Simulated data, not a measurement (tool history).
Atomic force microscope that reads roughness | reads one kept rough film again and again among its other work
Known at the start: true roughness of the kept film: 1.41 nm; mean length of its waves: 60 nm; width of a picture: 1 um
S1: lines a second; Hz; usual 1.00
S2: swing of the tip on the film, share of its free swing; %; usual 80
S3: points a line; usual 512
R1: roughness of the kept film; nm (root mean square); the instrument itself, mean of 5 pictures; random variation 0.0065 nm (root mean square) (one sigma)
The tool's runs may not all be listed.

run	hour	S1	S2	S3	R1
1	0.0	1.00	80	512	1.280
2	13.6	1.00	78	512	1.277
3	31.3	1.00	78	512	1.266
4	41.9	1.31	78	512	1.243
# hour 58.3: new tip fitted
5	61.5	1.00	72	512	1.320
6	76.9	1.00	72	512	1.309
7	99.6	1.00	75	512	1.288
8	124.2	1.00	75	512	1.285
# hour 140.2: new tip fitted
9	143.3	1.00	79	512	1.292
10	165.7	1.00	55	512	1.353
11	181.7	1.00	80	512	1.278
12	207.1	1.98	80	512	1.169
# hour 223.3: new tip fitted
13	229.3	1.98	80	740	1.206
14	242.1	1.98	80	740	1.200
15	265.2	1.98	80	740	1.199
16	284.4	1.98	80	740	1.182
17	299.8	1.98	80	740	1.181
# hour 306.0: new tip fitted
18	321.8	1.98	80	740	1.204
19	343.1	1.98	80	740	1.179
20	357.2	1.98	80	740	1.187
21	381.1	0.61	77	281	1.294
# hour 388.7: new tip fitted
22	402.6	0.61	77	281	1.325
23	418.5	1.00	57	368	1.341
24	435.8	2.46	74	595	1.198
25	447.6	2.46	74	595	1.199
# hour 471.9: new tip fitted
26	472.7	1.00	80	978	1.291
27	497.5	1.09	70	512	1.313
28	509.1	1.00	76	512	1.284
29	528.5	1.00	76	512	1.279
30	539.9	1.00	76	512	1.277
# hour 553.6: new tip fitted
31	557.7	3.18	80	778	1.112
32	580.1	1.37	90	665	1.177
33	605.5	1.37	90	665	1.176
34	616.9	2.10	90	262	1.070
35	629.3	1.31	64	383	1.310
# hour 636.2: new tip fitted
36	648.2	1.31	64	282	1.334

Measured less the same run without the tool's hidden state. The same run-to-run variation is in both; the gauge's scatter may not be:
The hidden state here: radius of the tip, nm; height scale over the true one, %; drift of the gauge itself on roughness_nm, %.
run	R1
1	-0.013
2	-0.020
3	-0.030
4	-0.036
5	-0.002
6	-0.010
7	-0.023
8	-0.037
9	-0.001
10	-0.015
11	-0.022
12	-0.033
13	-0.002
14	-0.009
15	-0.019
16	-0.030
17	-0.036
18	-0.007
19	-0.017
20	-0.025
21	-0.042
22	-0.006
23	-0.016
24	-0.024
25	-0.030
26	+0.002
27	-0.013
28	-0.020
29	-0.030
30	-0.037
31	+0.001
32	-0.012
33	-0.024
34	-0.027
35	-0.039
36	-0.004
